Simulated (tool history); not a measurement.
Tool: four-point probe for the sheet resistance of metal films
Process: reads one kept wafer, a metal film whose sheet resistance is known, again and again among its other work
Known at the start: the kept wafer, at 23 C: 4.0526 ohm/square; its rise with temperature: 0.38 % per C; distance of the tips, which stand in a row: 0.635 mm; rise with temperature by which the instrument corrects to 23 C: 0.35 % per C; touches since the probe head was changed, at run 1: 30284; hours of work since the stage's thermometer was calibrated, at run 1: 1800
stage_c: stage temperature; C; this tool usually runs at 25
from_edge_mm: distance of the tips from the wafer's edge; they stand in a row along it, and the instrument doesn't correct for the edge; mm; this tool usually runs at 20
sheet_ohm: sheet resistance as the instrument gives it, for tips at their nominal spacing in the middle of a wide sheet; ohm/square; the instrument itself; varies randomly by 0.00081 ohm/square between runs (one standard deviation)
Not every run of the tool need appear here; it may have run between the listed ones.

run,hour,stage_c,from_edge_mm,touches since the probe head was changed,hours of work since the stage's thermometer was calibrated,sheet_ohm
1,0.0,25,20,30284,1800,4.041351
2,10.6,25,20,30766,1808,4.040637
3,18.8,29,20,31140,1814,4.047246
4,26.6,19,20,31492,1819,4.033570
5,35.3,19,63,31892,1826,4.029370
6,47.9,19,63,32465,1835,4.029054
7,62.3,19,63,33119,1845,4.030873
8,77.1,19,63,33793,1855,4.030597
9,89.8,19,63,34372,1865,4.030665
10,103.2,19,63,34978,1874,4.031299
# hour 104.7: stage's thermometer calibrated
11,114.9,19,63,35491,7,4.030181
12,129.7,19,63,36165,18,4.029328
13,142.2,19,63,36734,27,4.029036
14,158.7,19,63,37482,39,4.029306
15,166.9,22,19,37858,45,4.035154
16,182.7,27,5,38572,56,4.074510
# hour 186.9: stage's thermometer calibrated, once more
17,195.9,35,12,39153,6,4.060234
18,206.4,20,12,39631,14,4.041358
19,223.1,20,3,40390,26,4.130843
20,232.0,32,8,40794,32,4.062423
21,239.9,32,8,41153,38,4.064936
22,248.9,31,21,41563,44,4.051575
23,259.2,19,13,42033,52,4.039049
24,272.2,24,18,42624,61,4.042048
25,286.3,24,18,43266,71,4.042289

Some steps in sheet_ohm, run to run, broken into two amounts with sign: the step expected even without the hidden condition (settings, incoming material, random variation), and the rest, left for the hidden condition together with whatever gauge scatter is not in both the measured and the hidden-condition-free result:
Hidden state present: inner tips' distance over the nominal, %; tips' flats over new ones', %; wafer's true temperature over the reading, C; drift of the gauge itself on sheet_ohm, %.
Run 10 -> 11: stage's thermometer calibrated. sheet_ohm -0.001118 ohm/square: hidden state -0.001563, all else +0.000445.
Run 16 -> 17: stage_c 27 -> 35, from_edge_mm 5 -> 12, stage's thermometer calibrated, once more. sheet_ohm -0.014276 ohm/square: hidden state +0.005159, all else -0.019435.
Run 18 -> 19: from_edge_mm 12 -> 3. sheet_ohm +0.089485 ohm/square: hidden state -0.000400, all else +0.089885.
Run 19 -> 20: stage_c 20 -> 32, from_edge_mm 3 -> 8. sheet_ohm -0.068420 ohm/square: hidden state +0.000185, all else -0.068605.

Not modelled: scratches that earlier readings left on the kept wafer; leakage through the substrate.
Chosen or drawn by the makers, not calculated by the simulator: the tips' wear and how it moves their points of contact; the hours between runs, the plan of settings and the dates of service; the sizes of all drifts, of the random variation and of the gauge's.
